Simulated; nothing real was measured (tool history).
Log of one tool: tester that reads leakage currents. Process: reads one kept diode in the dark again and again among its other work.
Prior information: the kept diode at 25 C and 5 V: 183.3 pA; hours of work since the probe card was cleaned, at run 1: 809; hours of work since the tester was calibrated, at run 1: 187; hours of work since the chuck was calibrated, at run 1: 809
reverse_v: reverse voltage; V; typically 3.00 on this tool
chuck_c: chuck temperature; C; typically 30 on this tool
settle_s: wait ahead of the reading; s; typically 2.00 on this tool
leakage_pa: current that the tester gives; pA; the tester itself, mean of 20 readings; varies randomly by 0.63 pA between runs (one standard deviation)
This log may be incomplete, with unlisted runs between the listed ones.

run      day  reverse_v  chuck_c  settle_s  hours of work since the probe card was cleaned  hours of work since the tester was calibrated  hours of work since the chuck was calibrated  leakage_pa
  1    0.000       3.00       30      2.00                                             809                                            187                                           809      237.07
       4.792  -- chuck's temperature calibrated
  2    8.208       3.00       30      2.00                                             923                                            300                                            48      213.57
  3   17.304       3.00       30      2.00                                            1050                                            427                                           175      217.68
  4   22.575       3.00       30      2.00                                            1123                                            501                                           248      220.70
  5   28.971       3.00       34      2.00                                            1212                                            590                                           337      298.93
  6   37.375       3.00       30      5.22                                            1330                                            707                                           455      227.59
  7   46.688       3.91       30      5.22                                            1460                                            837                                           585      266.78
  8   53.933       3.91       30      5.22                                            1561                                            938                                           686      271.31
  9   64.429       3.91       30      5.22                                            1707                                           1085                                           832      276.31
      67.762  -- chuck's temperature calibrated
 10   71.583       3.91       30      5.22                                            1806                                           1183                                            53      245.39
 11   80.929       3.91       30      5.22                                            1936                                           1314                                           184      251.11
 12   89.462       3.00       26      2.00                                            2055                                           1433                                           303      168.49
 13   93.929      16.78       30      2.00                                            2118                                           1495                                           365      535.60
      94.596  -- probe card cleaned and baked
 14  104.971       2.73       52      2.00                                             145                                           1647                                           517      975.25
 15  109.754       2.73       52      2.00                                             211                                           1714                                           584      981.32
 16  116.704       2.73       52      2.00                                             308                                           1811                                           681     1001.97
 17  123.675      13.34       32      2.00                                             406                                           1908                                           778      591.75
     130.217  -- chuck's temperature calibrated
     134.012  -- probe card cleaned and baked, once more
 18  134.304       3.00       22      1.29                                               4                                           2054                                            55      116.88
 19  138.917       3.00       22      1.29                                              68                                           2118                                           120      118.13
 20  147.183       3.00       53      0.36                                             184                                           2233                                           235     1049.96

Branching from run 20: 4 alternative next runs. What would each branch give?
  A  157.583       8.46       53      0.36                                             329                                           2379                                           380           ?
  B  157.583       8.61       26      2.96                                             329                                           2379                                           380           ?
  C  157.583       2.59       35      4.66                                             329                                           2379                                           380           ?
  D  157.583       3.01       30      0.31                                             329                                           2379                                           380           ?

run  leakage_pa
  A     1748.93
  B      278.60
  C      299.48
  D      226.34
Without the tool's hidden state the same runs would have given:
run  leakage_pa
  A     1634.53
  B      256.20
  C      277.73
  D      209.30
